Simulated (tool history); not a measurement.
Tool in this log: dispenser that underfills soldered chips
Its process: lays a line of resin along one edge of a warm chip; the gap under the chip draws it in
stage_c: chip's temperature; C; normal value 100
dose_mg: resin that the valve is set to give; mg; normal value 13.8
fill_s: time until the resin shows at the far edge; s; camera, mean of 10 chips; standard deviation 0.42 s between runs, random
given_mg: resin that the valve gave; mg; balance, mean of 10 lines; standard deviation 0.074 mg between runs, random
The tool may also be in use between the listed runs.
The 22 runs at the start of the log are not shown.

-- hour=289.6 new syringe of resin
run 23 hour=296.1 | stage_c=90 dose_mg=13.4 | fill_s=65.9 given_mg=12.91
-- hour=300.8 new syringe of resin
run 24 hour=306.7 | stage_c=96 dose_mg=16.1 | fill_s=48.3 given_mg=15.63
-- hour=311.9 new syringe of resin
run 25 hour=318.7 | stage_c=96 dose_mg=16.1 | fill_s=51.3 given_mg=15.46
-- hour=322.0 new syringe of resin
-- hour=332.2 new syringe of resin
run 26 hour=332.8 | stage_c=91 dose_mg=14.4 | fill_s=43.1 given_mg=13.69
-- hour=342.2 new syringe of resin
run 27 hour=348.4 | stage_c=103 dose_mg=14.2 | fill_s=37.7 given_mg=13.36
-- hour=352.9 new syringe of resin
run 28 hour=358.2 | stage_c=103 dose_mg=17.8 | fill_s=34.3 given_mg=16.61
-- hour=360.4 dispensing valve cleaned and set on the balance
-- hour=364.3 new syringe of resin
run 29 hour=373.5 | stage_c=110 dose_mg=13.8 | fill_s=34.5 given_mg=13.73
-- hour=375.3 new syringe of resin
run 30 hour=384.0 | stage_c=99 dose_mg=14.0 | fill_s=50.9 given_mg=13.82
-- hour=385.7 new syringe of resin
run 31 hour=394.7 | stage_c=93 dose_mg=13.7 | fill_s=65.9 given_mg=13.48
-- hour=395.9 new syringe of resin
-- hour=406.4 new syringe of resin
run 32 hour=410.3 | stage_c=93 dose_mg=11.8 | fill_s=51.2 given_mg=11.67
-- hour=416.7 new syringe of resin
run 33 hour=419.2 | stage_c=93 dose_mg=11.8 | fill_s=46.0 given_mg=11.32

Branching from run 33: 4 alternative next runs. What would each branch give?
-- hour=427.1 new syringe of resin
run A hour=436.3 | stage_c=106 dose_mg=15.7 | fill_s=? given_mg=?
-- hour=427.1 new syringe of resin
run B hour=436.3 | stage_c=93 dose_mg=17.7 | fill_s=? given_mg=?
-- hour=427.1 new syringe of resin
run C hour=436.3 | stage_c=97 dose_mg=12.8 | fill_s=? given_mg=?
-- hour=427.1 new syringe of resin
run D hour=436.3 | stage_c=93 dose_mg=16.5 | fill_s=? given_mg=?

run=A fill_s=39.4 given_mg=15.06
run=B fill_s=66.9 given_mg=16.86
run=C fill_s=59.5 given_mg=12.31
run=D fill_s=66.5 given_mg=15.88
What these runs would have given with no unlogged condition in the tool:
run=A fill_s=22.5 given_mg=15.72
run=B fill_s=38.5 given_mg=17.61
run=C fill_s=33.9 given_mg=12.85
run=D fill_s=38.4 given_mg=16.58

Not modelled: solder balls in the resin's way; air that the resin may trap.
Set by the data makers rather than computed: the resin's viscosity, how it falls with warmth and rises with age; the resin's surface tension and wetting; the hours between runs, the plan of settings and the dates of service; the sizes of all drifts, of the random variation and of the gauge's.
